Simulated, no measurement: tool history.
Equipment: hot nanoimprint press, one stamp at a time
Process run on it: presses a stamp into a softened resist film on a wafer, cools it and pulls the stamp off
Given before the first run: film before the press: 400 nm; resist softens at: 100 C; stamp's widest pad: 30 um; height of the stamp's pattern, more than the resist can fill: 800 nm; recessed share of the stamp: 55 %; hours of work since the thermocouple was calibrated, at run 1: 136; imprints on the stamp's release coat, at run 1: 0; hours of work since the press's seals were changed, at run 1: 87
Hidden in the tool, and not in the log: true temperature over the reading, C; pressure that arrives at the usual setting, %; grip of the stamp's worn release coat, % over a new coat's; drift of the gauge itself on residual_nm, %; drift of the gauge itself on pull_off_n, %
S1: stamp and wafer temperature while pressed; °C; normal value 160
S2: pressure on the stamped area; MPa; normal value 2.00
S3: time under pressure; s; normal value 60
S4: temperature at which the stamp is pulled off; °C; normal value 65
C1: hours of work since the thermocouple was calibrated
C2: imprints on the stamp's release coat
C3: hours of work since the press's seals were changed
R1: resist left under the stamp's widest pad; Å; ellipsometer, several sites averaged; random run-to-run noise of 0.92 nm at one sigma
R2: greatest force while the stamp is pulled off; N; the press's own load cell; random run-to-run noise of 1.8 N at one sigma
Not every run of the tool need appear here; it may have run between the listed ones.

Run 1, hour 0.0: usual settings; C1 136; C2 0; C3 87. Result: R1 2089 Å, R2 119 N.
Run 2, hour 60.5: usual settings but S4 60 °C; C1 179; C2 262; C3 129. Result: R1 2091 Å, R2 132 N.
Run 3, hour 88.4: usual settings but S2 2.20 MPa; C1 198; C2 382; C3 149. Result: R1 1983 Å, R2 122 N.
Run 4, hour 150.4: usual settings but S2 2.20 MPa; C1 242; C2 650; C3 193. Result: R1 1979 Å, R2 126 N.
Run 5, hour 181.4: usual settings but S2 2.20 MPa; C1 264; C2 785; C3 215. Result: R1 1965 Å, R2 123 N.
At hour 198.6: plate thermocouple calibrated.
Run 6, hour 236.4: usual settings but S2 2.20 MPa; C1 27; C2 1010; C3 251. Result: R1 1950 Å, R2 127 N.
Run 7, hour 281.2: usual settings but S3 40 s; C1 58; C2 1203; C3 283. Result: R1 2310 Å, R2 128 N.
At hour 318.2: plate thermocouple calibrated, once more.
Run 8, hour 325.7: usual settings but S3 40 s; C1 5; C2 1383; C3 312. Result: R1 2437 Å, R2 136 N.
Run 9, hour 370.1: usual settings; C1 37; C2 1575; C3 343. Result: R1 2157 Å, R2 137 N.
At hour 424.1: stamp cleaned and given a new release coat.
Run 10, hour 425.3: usual settings but S2 1.62 MPa; C1 71; C2 5; C3 378. Result: R1 2362 Å, R2 122 N.
Run 11, hour 476.1: usual settings but S3 59 s; C1 107; C2 224; C3 414. Result: R1 2152 Å, R2 123 N.
Run 12, hour 530.8: usual settings but S3 59 s; C1 146; C2 461; C3 453. Result: R1 2137 Å, R2 125 N.
Run 13, hour 590.8: usual settings but S4 51 °C; C1 188; C2 721; C3 495. Result: R1 2106 Å, R2 156 N.
Run 14, hour 628.1: usual settings but S3 98 s; C1 214; C2 882; C3 521. Result: R1 1813 Å, R2 126 N.
Run 15, hour 656.4: usual settings but S3 58 s; C1 234; C2 1005; C3 541. Result: R1 2137 Å, R2 128 N.
Run 16, hour 706.6: usual settings but S3 58 s; C1 270; C2 1222; C3 577. Result: R1 2110 Å, R2 130 N.
At hour 714.4: plate thermocouple calibrated.
At hour 726.4: press's hydraulic seals changed and the load cell set to zero.
Run 17, hour 765.9: usual settings but S3 58 s, S4 56 °C; C1 31; C2 1431; C3 28. Result: R1 2164 Å, R2 153 N.
Run 18, hour 793.9: usual settings but S2 1.99 MPa, S3 58 s, S4 71 °C; C1 50; C2 1552; C3 48. Result: R1 2160 Å, R2 119 N.
At hour 855.5: stamp cleaned and given a new release coat.
Run 19, hour 861.1: usual settings but S1 152 °C, S2 1.51 MPa, S3 63 s, S4 71 °C; C1 94; C2 24; C3 91. Result: R1 3110 Å, R2 107 N.
Run 20, hour 887.1: usual settings but S1 154 °C, S2 2.92 MPa, S3 78 s; C1 112; C2 136; C3 109. Result: R1 2048 Å, R2 120 N.
Run 21, hour 940.3: usual settings but S1 154 °C, S2 2.92 MPa, S3 78 s; C1 149; C2 366; C3 147. Result: R1 2045 Å, R2 122 N.
Run 22, hour 987.1: usual settings but S1 156 °C, S2 2.04 MPa, S3 78 s, S4 60 °C; C1 182; C2 569; C3 180. Result: R1 2235 Å, R2 135 N.
Run 23, hour 1043.4: usual settings but S1 156 °C, S2 2.04 MPa, S3 78 s, S4 60 °C; C1 222; C2 812; C3 219. Result: R1 2244 Å, R2 137 N.
Run 24, hour 1098.6: usual settings but S1 156 °C, S2 2.28 MPa, S3 78 s, S4 57 °C; C1 261; C2 1051; C3 258. Result: R1 2108 Å, R2 148 N.
At hour 1118.1: plate thermocouple calibrated.
Run 25, hour 1155.2: usual settings but S1 156 °C, S2 2.28 MPa, S3 78 s, S4 57 °C; C1 26; C2 1283; C3 296. Result: R1 2188 Å, R2 153 N.
Run 26, hour 1212.5: usual settings but S1 161 °C, S2 1.33 MPa, S3 118 s, S4 59 °C; C1 67; C2 1531; C3 336. Result: R1 2050 Å, R2 147 N.
At hour 1278.4: stamp cleaned and given a new release coat.
Run 27, hour 1278.4: usual settings but S1 161 °C, S2 1.33 MPa, S3 118 s, S4 59 °C; C1 109; C2 0; C3 379. Result: R1 2053 Å, R2 130 N.
Run 28, hour 1319.5: usual settings but S1 169 °C, S2 1.33 MPa, S3 90 s, S4 66 °C; C1 138; C2 178; C3 408. Result: R1 1635 Å, R2 122 N.
Run 29, hour 1362.8: usual settings but S1 169 °C, S2 1.33 MPa, S3 90 s, S4 66 °C; C1 168; C2 365; C3 438. Result: R1 1635 Å, R2 124 N.
Run 30, hour 1401.5: usual settings but S2 2.46 MPa, S3 76 s; C1 196; C2 533; C3 466. Result: R1 1755 Å, R2 126 N.

4 options for the next run, each taken on its own from the tool as it stands now. Forecast them:
Run A, hour 1427.7: usual settings but S2 2.46 MPa, S3 76 s, S4 51 °C; C1 214; C2 646; C3 484. Result: R1 ?, R2 ?.
Run B, hour 1427.7: usual settings but S2 1.35 MPa, S3 54 s; C1 214; C2 646; C3 484. Result: R1 ?, R2 ?.
Run C, hour 1427.7: usual settings but S1 150 °C, S2 2.46 MPa, S3 76 s; C1 214; C2 646; C3 484. Result: R1 ?, R2 ?.
Run D, hour 1427.7: usual settings but S2 2.08 MPa, S3 40 s; C1 214; C2 646; C3 484. Result: R1 ?, R2 ?.

run    R1   R2
  A  1748  154
  B  2612  126
  C  2668  122
  D  2335  126
With no hidden state in the tool, these same runs would have given:
run    R1   R2
  A  1762  149
  B  2650  122
  C  2694  118
  D  2358  122
